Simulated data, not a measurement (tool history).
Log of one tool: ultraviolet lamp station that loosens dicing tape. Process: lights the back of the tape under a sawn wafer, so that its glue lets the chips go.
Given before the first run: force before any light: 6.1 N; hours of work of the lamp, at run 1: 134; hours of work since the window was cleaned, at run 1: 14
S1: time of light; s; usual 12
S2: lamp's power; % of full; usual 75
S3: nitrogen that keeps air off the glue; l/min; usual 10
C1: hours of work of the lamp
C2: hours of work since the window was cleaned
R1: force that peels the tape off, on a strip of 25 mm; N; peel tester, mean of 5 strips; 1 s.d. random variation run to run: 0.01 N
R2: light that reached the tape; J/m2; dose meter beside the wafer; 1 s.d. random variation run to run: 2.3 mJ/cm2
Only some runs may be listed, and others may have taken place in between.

run,hour,S1,S2,S3,C1,C2,R1,R2
1,0.0,12,75,10,134,14,0.478,2090
2,27.5,12,75,10,149,29,0.512,2100
3,69.6,12,75,10,173,53,0.543,2110
4,101.7,12,75,10,191,71,0.519,2030
5,130.0,12,75,10,207,87,0.533,2060
6,169.1,12,75,10,229,109,0.515,2060
7,197.0,12,75,10,245,125,0.538,2060
8,243.7,12,75,10,271,151,0.534,1980
9,290.9,12,75,10,297,177,0.565,2010
10,335.2,12,75,10,322,202,0.576,1950
11,372.8,12,75,7,343,223,0.650,2000
12,416.1,12,75,7,368,248,0.658,1940
13,452.9,12,75,7,388,268,0.672,1920
14,477.2,12,75,7,402,282,0.657,1920
15,521.4,12,74,7,427,307,0.736,1860
# hour 527.8: window cleaned of glue's vapour
16,572.3,12,74,7,455,25,0.652,2020
17,611.1,7,97,20,477,47,0.772,1520
18,644.3,19,97,20,496,65,0.120,4070
19,675.5,19,67,20,513,83,0.210,2790
20,710.0,19,67,20,533,102,0.221,2770
21,753.0,19,67,20,557,127,0.227,2790
22,811.4,19,67,20,590,159,0.222,2730
23,863.1,19,67,20,619,188,0.219,2710
24,912.3,12,67,4,646,216,1.068,1700
25,946.8,12,67,4,666,235,1.057,1690

Across each entry between runs, compare the hidden state at the last listed run before it with the hidden state at the first listed run after it:
Runs 15 to 16: window cleaned of glue's vapour (hour 527.8)
  lamp's light, % of a new lamp's: 94.3 -> 94; light that the window lets through, % of a clean one's: 92.8 -> 98.9
  measured less the result without the state, R1: +0.173 -> +0.092 N; R2: -270 -> -150 J/m2
